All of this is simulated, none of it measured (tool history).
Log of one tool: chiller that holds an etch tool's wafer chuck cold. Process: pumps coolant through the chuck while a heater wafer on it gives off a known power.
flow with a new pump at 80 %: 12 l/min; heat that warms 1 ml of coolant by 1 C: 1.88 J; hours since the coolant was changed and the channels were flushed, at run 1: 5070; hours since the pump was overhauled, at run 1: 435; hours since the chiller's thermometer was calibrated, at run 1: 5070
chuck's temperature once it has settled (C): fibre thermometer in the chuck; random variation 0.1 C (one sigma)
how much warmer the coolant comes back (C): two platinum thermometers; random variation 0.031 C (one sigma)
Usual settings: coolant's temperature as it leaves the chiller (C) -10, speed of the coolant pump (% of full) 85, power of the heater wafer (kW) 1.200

run    hour  coolant's temperature as it leaves the chiller (C)  speed of the coolant pump (% of full)  power of the heater wafer (kW)  hours since the coolant was changed and the channels were flushed  hours since the pump was overhauled  hours since the chiller's thermometer was calibrated  chuck's temperature once it has settled (C)  how much warmer the coolant comes back (C)
  1     0.0                                                 -10                                     85                           1.200                                                               5070                                  435                                                  5070                                         -0.1                                        2.99
  2    72.9                                                 -10                                     85                           0.971                                                               5143                                  508                                                  5143                                         -2.0                                        2.44
  3   128.5                                                 -10                                     85                           1.030                                                               5199                                  563                                                  5199                                         -1.3                                        2.56
  4   169.3                                                 -15                                     85                           1.200                                                               5240                                  604                                                  5240                                         -4.8                                        2.91
      256.4  -- coolant changed, channels flushed
  5   257.8                                                 -10                                     76                           1.200                                                                  1                                  687                                                  5322                                          0.9                                        3.33
      326.5  -- chiller's thermometer calibrated
  6   337.9                                                 -10                                     85                           1.200                                                                 81                                  766                                                    11                                         -0.1                                        2.93
  7   384.1                                                 -10                                     85                           1.200                                                                127                                  812                                                    58                                         -0.1                                        2.92
  8   449.3                                                 -10                                     83                           1.200                                                                192                                  877                                                   123                                          0.2                                        3.00
  9   530.9                                                 -10                                     83                           1.200                                                                273                                  959                                                   204                                          0.2                                        2.99
 10   604.8                                                 -10                                     83                           1.200                                                                347                                 1033                                                   278                                          0.2                                        3.00
 11   646.4                                                 -12                                     85                           0.678                                                                389                                 1074                                                   320                                         -6.5                                        1.57
 12   725.4                                                 -12                                     85                           0.678                                                                468                                 1153                                                   399                                         -6.4                                        1.57
 13   802.7                                                 -10                                     79                           1.200                                                                545                                 1231                                                   476                                          0.7                                        3.10
 14   853.4                                                 -10                                     79                           1.200                                                                596                                 1281                                                   527                                          0.8                                        3.13
 15   934.2                                                 -10                                     77                           1.348                                                                677                                 1362                                                   608                                          2.4                                        3.58
 16   982.8                                                 -10                                     79                           1.348                                                                725                                 1411                                                   656                                          2.1                                        3.44
 17  1034.6                                                 -10                                     85                           1.566                                                                777                                 1463                                                   708                                          3.1                                        3.70
 18  1098.4                                                 -10                                     85                           1.566                                                                841                                 1526                                                   772                                          3.1                                        3.72

3 ways to go on from here, each from the tool as it stands after run 18. What would each give?
  A  1136.6                                                 -10                                     76                           0.815                                                                879                                 1565                                                   810                                            ?                                           ?
  B  1136.6                                                 -15                                     78                           1.299                                                                879                                 1565                                                   810                                            ?                                           ?
  C  1136.6                                                 -10                                     85                           1.111                                                                879                                 1565                                                   810                                            ?                                           ?

run  chuck's temperature once it has settled (C)  how much warmer the coolant comes back (C)
  A                                         -2.6                                        2.05
  B                                         -3.2                                        3.34
  C                                         -0.7                                        2.61
Without the tool's hidden state the same runs would have given:
run  chuck's temperature once it has settled (C)  how much warmer the coolant comes back (C)
  A                                         -2.6                                        2.23
  B                                         -3.2                                        3.52
  C                                         -0.7                                        2.78
